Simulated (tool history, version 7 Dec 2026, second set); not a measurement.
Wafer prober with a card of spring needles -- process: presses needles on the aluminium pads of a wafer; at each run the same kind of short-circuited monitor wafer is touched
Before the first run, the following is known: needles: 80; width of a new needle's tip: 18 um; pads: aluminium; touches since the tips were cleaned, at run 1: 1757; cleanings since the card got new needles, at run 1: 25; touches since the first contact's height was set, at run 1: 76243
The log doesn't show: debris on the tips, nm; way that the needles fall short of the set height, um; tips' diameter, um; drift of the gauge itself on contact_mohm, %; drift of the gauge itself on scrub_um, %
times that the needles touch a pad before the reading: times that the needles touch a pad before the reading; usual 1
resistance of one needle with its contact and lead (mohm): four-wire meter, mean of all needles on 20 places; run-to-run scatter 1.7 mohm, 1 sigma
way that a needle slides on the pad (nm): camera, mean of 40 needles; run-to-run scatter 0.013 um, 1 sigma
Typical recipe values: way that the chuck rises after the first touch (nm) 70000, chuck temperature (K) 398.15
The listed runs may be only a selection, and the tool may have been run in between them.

| run | hour | way that the chuck rises after the first touch (nm) | chuck temperature (K) | times that the needles touch a pad before the reading | touches since the tips were cleaned | cleanings since the card got new needles | touches since the first contact's height was set | resistance of one needle with its contact and lead (mohm) | way that a needle slides on the pad (nm) |
|---|---|---|---|---|---|---|---|---|---|
| 1 | 0.0 | 70000 | 398.15 | 1 | 1757 | 25 | 76243 | 198 | 12460 |
|  | 19.3 | tips cleaned on abrasive film |
| 2 | 30.0 | 70000 | 398.15 | 1 | 3858 | 26 | 87019 | 221 | 12400 |
|  | 45.6 | tips cleaned on abrasive film |
| 3 | 47.7 | 70000 | 398.15 | 1 | 781 | 27 | 93371 | 192 | 12440 |
|  | 70.7 | tips cleaned on abrasive film |
| 4 | 75.3 | 52000 | 398.15 | 1 | 1665 | 28 | 103263 | 227 | 9210 |
|  | 95.7 | tips cleaned on abrasive film |
| 5 | 100.7 | 52000 | 398.15 | 1 | 1809 | 29 | 112386 | 229 | 9170 |
| 6 | 117.1 | 71000 | 398.15 | 1 | 7727 | 29 | 118304 | 240 | 12580 |
|  | 120.2 | tips cleaned on abrasive film |
|  | 145.0 | tips cleaned on abrasive film |
| 7 | 145.4 | 71000 | 398.15 | 1 | 166 | 31 | 128438 | 181 | 12580 |
| 8 | 166.2 | 70000 | 398.15 | 1 | 7654 | 31 | 135926 | 242 | 12380 |
|  | 169.2 | tips cleaned on abrasive film |
|  | 194.3 | tips cleaned on abrasive film |
| 9 | 194.3 | 70000 | 398.15 | 1 | 0 | 33 | 145982 | 180 | 12380 |
| 10 | 217.6 | 70000 | 398.15 | 1 | 8389 | 33 | 154371 | 245 | 12370 |
|  | 220.0 | tips cleaned on abrasive film |
| 11 | 237.0 | 77000 | 398.15 | 1 | 6115 | 34 | 161322 | 223 | 13600 |
|  | 242.4 | height of the first contact set anew |
|  | 246.1 | tips cleaned on abrasive film |
| 12 | 253.1 | 70000 | 398.15 | 1 | 2536 | 35 | 3822 | 216 | 12260 |
|  | 271.7 | tips cleaned on abrasive film |
| 13 | 277.0 | 70000 | 398.15 | 1 | 1894 | 36 | 12394 | 203 | 12250 |
|  | 297.0 | tips cleaned on abrasive film |
| 14 | 303.3 | 70000 | 398.15 | 1 | 2259 | 37 | 21844 | 207 | 12260 |
| 15 | 318.6 | 70000 | 320.15 | 1 | 7786 | 37 | 27371 | 240 | 12240 |
|  | 321.9 | tips cleaned on abrasive film |
|  | 347.5 | tips cleaned on abrasive film |
| 16 | 348.7 | 70000 | 320.15 | 1 | 458 | 39 | 38140 | 169 | 12240 |
|  | 364.8 | height of the first contact set anew, once more |
|  | 371.6 | tips cleaned on abrasive film |
| 17 | 380.8 | 70000 | 320.15 | 1 | 3337 | 40 | 5750 | 212 | 12480 |
|  | 397.2 | tips cleaned on abrasive film |
| 18 | 397.5 | 75000 | 347.15 | 3 | 94 | 41 | 11706 | 164 | 13360 |
|  | 421.9 | tips cleaned on abrasive film |
| 19 | 421.9 | 75000 | 347.15 | 3 | 0 | 42 | 20471 | 165 | 13390 |
|  | 446.0 | tips cleaned on abrasive film |
| 20 | 451.8 | 75000 | 299.15 | 1 | 2083 | 43 | 31210 | 188 | 13370 |
|  | 470.4 | tips cleaned on abrasive film |
| 21 | 470.4 | 86000 | 302.15 | 1 | 0 | 44 | 37871 | 159 | 15310 |
| 22 | 488.3 | 52000 | 397.15 | 2 | 6462 | 44 | 44333 | 249 | 9240 |
|  | 496.0 | tips cleaned on abrasive film |
| 23 | 512.5 | 52000 | 397.15 | 2 | 5954 | 45 | 53031 | 242 | 9230 |
|  | 520.6 | tips cleaned on abrasive film |
| 24 | 527.7 | 52000 | 397.15 | 2 | 2578 | 46 | 58461 | 211 | 9230 |
|  | 546.1 | tips cleaned on abrasive film |
| 25 | 554.6 | 63000 | 355.15 | 2 | 3057 | 47 | 68120 | 200 | 11200 |
|  | 570.8 | tips cleaned on abrasive film |
| 26 | 585.7 | 76000 | 314.15 | 2 | 5356 | 48 | 79292 | 190 | 13510 |
|  | 596.4 | tips cleaned on abrasive film |
| 27 | 599.9 | 66000 | 336.15 | 3 | 1254 | 49 | 84352 | 173 | 11720 |
| 28 | 613.6 | 71000 | 301.15 | 3 | 6211 | 49 | 89309 | 182 | 12600 |
|  | 622.8 | tips cleaned on abrasive film |
| 29 | 634.5 | 71000 | 301.15 | 3 | 4229 | 50 | 96798 | 175 | 12580 |
|  | 646.6 | tips cleaned on abrasive film |
| 30 | 662.0 | 77000 | 308.15 | 2 | 5555 | 51 | 106691 | 189 | 13650 |
|  | 672.7 | tips cleaned on abrasive film |
| 31 | 690.6 | 65000 | 332.15 | 2 | 6457 | 52 | 116956 | 211 | 11510 |
|  | 696.8 | tips cleaned on abrasive film |
| 32 | 707.8 | 82000 | 398.15 | 1 | 3934 | 53 | 123092 | 205 | 14530 |
|  | 722.3 | tips cleaned on abrasive film |
| 33 | 722.3 | 82000 | 398.15 | 1 | 0 | 54 | 128285 | 174 | 14520 |

4 options for the next run, each taken on its own from the tool as it stands now. Forecast them:
| A | 742.3 | 70000 | 315.15 | 1 | 7206 | 54 | 135491 | ? | ? |
| B | 742.3 | 70000 | 398.15 | 2 | 7206 | 54 | 135491 | ? | ? |
| C | 742.3 | 56000 | 341.15 | 1 | 7206 | 54 | 135491 | ? | ? |
| D | 742.3 | 66000 | 354.15 | 1 | 7206 | 54 | 135491 | ? | ? |

| run | resistance of one needle with its contact and lead (mohm) | way that a needle slides on the pad (nm) |
|---|---|---|
| A | 234 | 12380 |
| B | 213 | 12400 |
| C | 275 | 9870 |
| D | 245 | 11660 |
Take away the tool's hidden state, keep each run's random variation, and the runs would have read:
| run | resistance of one needle with its contact and lead (mohm) | way that a needle slides on the pad (nm) |
|---|---|---|
| A | 156 | 12500 |
| B | 172 | 12520 |
| C | 163 | 9990 |
| D | 164 | 11780 |
